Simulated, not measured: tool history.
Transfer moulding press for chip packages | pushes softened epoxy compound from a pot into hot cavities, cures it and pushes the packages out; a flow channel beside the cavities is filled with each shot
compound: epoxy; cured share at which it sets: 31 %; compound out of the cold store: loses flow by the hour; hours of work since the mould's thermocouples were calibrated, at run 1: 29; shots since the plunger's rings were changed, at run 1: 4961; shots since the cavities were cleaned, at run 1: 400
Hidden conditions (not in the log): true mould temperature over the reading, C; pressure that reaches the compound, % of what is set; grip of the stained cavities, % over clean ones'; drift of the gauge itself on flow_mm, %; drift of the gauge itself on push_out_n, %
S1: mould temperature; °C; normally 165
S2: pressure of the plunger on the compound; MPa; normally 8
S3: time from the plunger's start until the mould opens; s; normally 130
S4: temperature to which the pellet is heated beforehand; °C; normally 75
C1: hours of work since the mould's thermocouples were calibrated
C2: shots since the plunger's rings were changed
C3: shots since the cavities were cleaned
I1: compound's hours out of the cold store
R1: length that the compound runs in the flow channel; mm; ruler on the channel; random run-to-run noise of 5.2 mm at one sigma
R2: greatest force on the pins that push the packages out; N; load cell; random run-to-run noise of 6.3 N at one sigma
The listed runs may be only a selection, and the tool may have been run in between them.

run   hour   S1    S2   S3  S4   C1    C2    C3    I1   R1   R2
  1      0  165     8  130  75   29  4961   400  36.6  527  329
  2   11.1  165     8  130  75   38  5081   520  41.8  507  339
  3   22.7  165     8  130  75   47  5206   645  29.3  548  370
  4   30.3  165     8  130  75   53  5287   726  47.6  484  360
  5   36.8  165     8  130  75   58  5358   797  15.2  606  387
  6   45.8  165     8  130  75   65  5454   893  18.7  583  393
  7   57.5  165     8  130  75   74  5580  1019    36  515  394
      60.9  -- plunger's sealing rings changed
        65  -- cavities cleaned with cleaning compound and waxed
  8   73.1  165     8  130  75   83   115    87    29  586  269
  9   82.6  165  9.01  130  75   91   217   189  27.5  642  302
 10   90.5  165     8  130  75   97   302   274  47.7  521  287
 11   98.5  165  7.29  152  69  103   389   361  10.2  645  279
 12  109.4  168     8  130  84  112   506   478  15.4  640  317
 13  117.4  165  8.79  130  75  118   592   564  39.6  572  348
 14  129.4  165  8.09  130  75  127   721   693   8.7  679  388
 15  137.4  165  8.09  130  75  134   808   780   8.4  682  384
 16  149.7  165  8.09  130  67  143   940   912    19  630  410
 17  155.2  171     8  130  75  148   998   970   9.7  667  342
     164.4  -- cavities cleaned with cleaning compound and waxed
 18  169.8  171     8  130  75  158  1140    58   9.3  650  222
 19  181.7  171     8  130  75  167  1268   186  46.9  504  239
 20  188.1  171     8  130  75  172  1337   255   8.4  655  246

Entry by entry between the runs, the difference in hidden state between the last listed run before and the first listed run after:
From run 7 to run 8: plunger's sealing rings changed (hour 60.9); cavities cleaned with cleaning compound and waxed (hour 65)
  true mould temperature over the reading, C: -0.02 -> -0.01; pressure that reaches the compound, % of what is set: 83.85 -> 99.53; grip of the stained cavities, % over clean ones': 58.1 -> 10.4
  measured value less the no-hidden-state value, R1: -47 -> -1 mm; R2: +145 -> +26 N
From run 17 to run 18: cavities cleaned with cleaning compound and waxed (hour 164.4)
  true mould temperature over the reading, C: 0.06 -> 0.07; pressure that reaches the compound, % of what is set: 97.17 -> 96.8; grip of the stained cavities, % over clean ones': 55.3 -> 5.9
  measured value less the no-hidden-state value, R1: -9 -> -11 mm; R2: +119 -> +13 N
